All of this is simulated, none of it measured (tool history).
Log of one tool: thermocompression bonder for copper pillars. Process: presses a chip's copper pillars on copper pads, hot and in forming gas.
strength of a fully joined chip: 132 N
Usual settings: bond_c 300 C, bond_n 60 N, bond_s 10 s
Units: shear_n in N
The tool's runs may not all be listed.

Run 1, hour 0.0: usual settings. Result: shear_n 58.6 N.
Run 2, hour 31.6: usual settings but bond_n 87 N. Result: shear_n 74.9 N.
Run 3, hour 65.2: usual settings but bond_n 87 N. Result: shear_n 75.3 N.
Run 4, hour 95.6: usual settings. Result: shear_n 58.9 N.
Run 5, hour 120.7: usual settings but bond_s 21 s. Result: shear_n 74.0 N.
At hour 129.1: forming gas filter changed.
Run 6, hour 140.3: usual settings but bond_s 21 s. Result: shear_n 81.9 N.
Run 7, hour 172.4: usual settings. Result: shear_n 62.7 N.
Run 8, hour 208.6: usual settings. Result: shear_n 61.3 N.
Run 9, hour 225.6: usual settings. Result: shear_n 62.5 N.
Run 10, hour 242.9: usual settings but bond_n 77 N. Result: shear_n 73.4 N.
Run 11, hour 261.7: usual settings but bond_n 62 N. Result: shear_n 64.1 N.
Run 12, hour 279.8: usual settings but bond_n 62 N. Result: shear_n 62.6 N.
Run 13, hour 303.6: usual settings but bond_c 303 C, bond_n 62 N. Result: shear_n 65.0 N.
Run 14, hour 326.5: usual settings but bond_c 303 C, bond_n 62 N. Result: shear_n 64.4 N.
Run 15, hour 345.7: usual settings but bond_c 303 C, bond_n 62 N. Result: shear_n 65.2 N.
Run 16, hour 377.5: usual settings. Result: shear_n 61.3 N.
Run 17, hour 398.4: usual settings. Result: shear_n 59.2 N.
Run 18, hour 428.1: usual settings. Result: shear_n 59.4 N.
At hour 432.7: force cell calibrated.
Run 19, hour 457.7: usual settings but bond_n 70 N. Result: shear_n 66.1 N.
Run 20, hour 484.5: usual settings but bond_n 70 N. Result: shear_n 64.6 N.
Run 21, hour 500.3: usual settings but bond_c 317 C, bond_n 86 N, bond_s 27 s. Result: shear_n 105.4 N.
Run 22, hour 515.9: usual settings but bond_c 270 C, bond_n 67 N, bond_s 19 s. Result: shear_n 52.4 N.
At hour 531.1: force cell calibrated, once more.
Run 23, hour 550.3: usual settings but bond_c 284 C, bond_n 67 N, bond_s 5 s. Result: shear_n 36.9 N.
Run 24, hour 569.3: usual settings but bond_c 295 C, bond_n 37 N. Result: shear_n 35.2 N.
At hour 592.4: forming gas filter changed.
Run 25, hour 603.9: usual settings but bond_c 313 C, bond_n 57 N. Result: shear_n 70.6 N.
Run 26, hour 619.0: usual settings but bond_c 318 C, bond_n 49 N. Result: shear_n 66.3 N.
Run 27, hour 644.4: usual settings but bond_c 301 C, bond_n 76 N. Result: shear_n 71.3 N.
Run 28, hour 673.2: usual settings but bond_c 323 C, bond_n 43 N. Result: shear_n 64.6 N.
Run 29, hour 707.3: usual settings but bond_c 283 C, bond_n 84 N, bond_s 16 s. Result: shear_n 71.3 N.
Run 30, hour 726.6: usual settings but bond_c 283 C, bond_n 84 N, bond_s 16 s. Result: shear_n 70.6 N.
Run 31, hour 746.6: usual settings but bond_c 303 C, bond_n 43 N, bond_s 5 s. Result: shear_n 37.2 N.
Run 32, hour 778.7: usual settings but bond_c 303 C, bond_n 43 N, bond_s 5 s. Result: shear_n 36.3 N.
Run 33, hour 807.5: usual settings but bond_c 303 C, bond_n 43 N, bond_s 5 s. Result: shear_n 36.7 N.
Run 34, hour 836.2: usual settings but bond_c 289 C, bond_n 52 N, bond_s 5 s. Result: shear_n 33.1 N.
Run 35, hour 856.3: usual settings but bond_c 302 C, bond_n 80 N, bond_s 5 s. Result: shear_n 57.0 N.
Run 36, hour 881.2: usual settings but bond_c 270 C, bond_n 36 N, bond_s 5 s. Result: shear_n 17.3 N.
Run 37, hour 898.2: usual settings but bond_c 323 C, bond_n 82 N, bond_s 5 s. Result: shear_n 72.9 N.
Run 38, hour 930.1: usual settings but bond_c 323 C, bond_n 82 N, bond_s 5 s. Result: shear_n 73.6 N.
Run 39, hour 951.3: usual settings but bond_c 323 C, bond_n 82 N, bond_s 5 s. Result: shear_n 73.3 N.
Run 40, hour 983.1: usual settings but bond_c 278 C, bond_n 44 N, bond_s 8 s. Result: shear_n 28.6 N.

4 ways to go on from here, each from the tool as it stands after run 40. What would each give?
Run A, hour 1008.4: usual settings but bond_c 322 C, bond_n 51 N, bond_s 8 s. Result: shear_n ?.
Run B, hour 1008.4: usual settings but bond_c 298 C, bond_n 81 N, bond_s 18 s. Result: shear_n ?.
Run C, hour 1008.4: usual settings but bond_c 290 C, bond_n 75 N. Result: shear_n ?.
Run D, hour 1008.4: usual settings but bond_c 315 C, bond_n 36 N. Result: shear_n ?.

run  shear_n
  A     62.6
  B     79.9
  C     57.5
  D     47.4
Without the tool's hidden state the same runs would have given:
run  shear_n
  A     69.7
  B     88.8
  C     64.2
  D     52.9

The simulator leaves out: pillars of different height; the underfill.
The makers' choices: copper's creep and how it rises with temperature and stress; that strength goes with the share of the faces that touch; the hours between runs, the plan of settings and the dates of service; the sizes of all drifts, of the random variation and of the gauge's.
